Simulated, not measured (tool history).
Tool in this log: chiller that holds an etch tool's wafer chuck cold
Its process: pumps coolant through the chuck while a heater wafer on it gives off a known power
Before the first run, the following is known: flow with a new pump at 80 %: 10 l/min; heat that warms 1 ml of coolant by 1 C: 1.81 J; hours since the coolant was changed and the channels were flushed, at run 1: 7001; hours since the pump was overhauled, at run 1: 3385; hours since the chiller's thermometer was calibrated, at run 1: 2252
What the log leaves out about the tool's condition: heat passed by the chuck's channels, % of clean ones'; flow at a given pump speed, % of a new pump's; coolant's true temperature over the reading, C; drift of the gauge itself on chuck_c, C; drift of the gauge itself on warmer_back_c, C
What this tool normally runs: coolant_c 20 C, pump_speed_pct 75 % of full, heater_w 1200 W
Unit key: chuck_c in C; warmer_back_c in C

run	hour	coolant_c	pump_speed_pct	heater_w	hours since the coolant was changed and the channels were flushed	hours since the pump was overhauled	hours since the chiller's thermometer was calibrated	chuck_c	warmer_back_c
1	0.0	20	75	1200	7001	3385	2252	34.9	4.41
2	86.9	20	75	1200	7088	3471	2339	34.8	4.45
3	126.0	20	75	1200	7127	3511	2378	34.9	4.44
4	190.5	20	75	1200	7192	3575	2443	34.9	4.40
5	283.1	20	75	1200	7284	3668	2535	34.9	4.40
6	359.3	25	75	1200	7361	3744	2611	39.9	4.41
7	429.3	20	90	1200	7431	3814	2682	32.9	3.68
8	498.4	20	90	1200	7500	3883	2751	32.6	3.75
9	590.3	20	75	1200	7592	3975	2842	35.1	4.42
10	672.9	20	75	1200	7674	4057	2925	35.2	4.43
11	765.1	20	75	1200	7767	4150	3017	35.1	4.43
12	810.3	20	75	853	7812	4195	3063	30.4	3.20
13	887.1	20	70	1200	7888	4272	3139	36.0	4.80
14	925.3	17	75	1200	7927	4310	3178	32.1	4.44
15	992.0	20	75	1200	7993	4377	3244	35.1	4.49
16	1075.0	20	75	1200	8076	4460	3327	35.1	4.43
17	1149.8	20	75	1200	8151	4534	3402	35.2	4.47
18	1210.8	20	75	1200	8212	4595	3463	35.2	4.43
19	1249.4	20	75	1200	8251	4634	3502	35.3	4.51
20	1288.1	16	68	1200	8290	4673	3540	32.7	4.99
21	1346.2	16	68	1200	8348	4731	3598	32.6	4.97
22	1395.8	26	89	1200	8397	4780	3648	38.8	3.76
23	1443.3	24	61	1268	8445	4828	3696	43.5	5.82
24	1495.6	13	92	1466	8497	4880	3748	28.5	4.42
25	1582.3	21	94	1220	8584	4967	3835	33.7	3.60
26	1620.6	29	99	740	8622	5005	3873	36.3	2.11
27	1710.0	29	99	740	8711	5094	3962	36.0	2.08
28	1797.4	17	75	681	8799	5182	4050	25.5	2.54
29	1843.7	17	75	681	8845	5228	4096	25.5	2.55
30	1916.2	20	88	772	8918	5301	4168	28.5	2.46
31	1993.3	20	61	806	8995	5378	4246	32.5	3.75

Here are 4 independent what-if runs from the current tool condition. What would each one return?
A	2064.7	17	75	1200	9066	5449	4317	?	?
B	2064.7	11	88	1200	9066	5449	4317	?	?
C	2064.7	18	82	1167	9066	5449	4317	?	?
D	2064.7	13	75	1320	9066	5449	4317	?	?

run	chuck_c	warmer_back_c
A	32.5	4.48
B	24.5	3.85
C	32.0	3.96
D	30.0	4.94
Take away the tool's hidden state, keep each run's random variation, and the runs would have read:
run	chuck_c	warmer_back_c
A	30.2	4.22
B	22.5	3.63
C	30.0	3.73
D	27.5	4.66
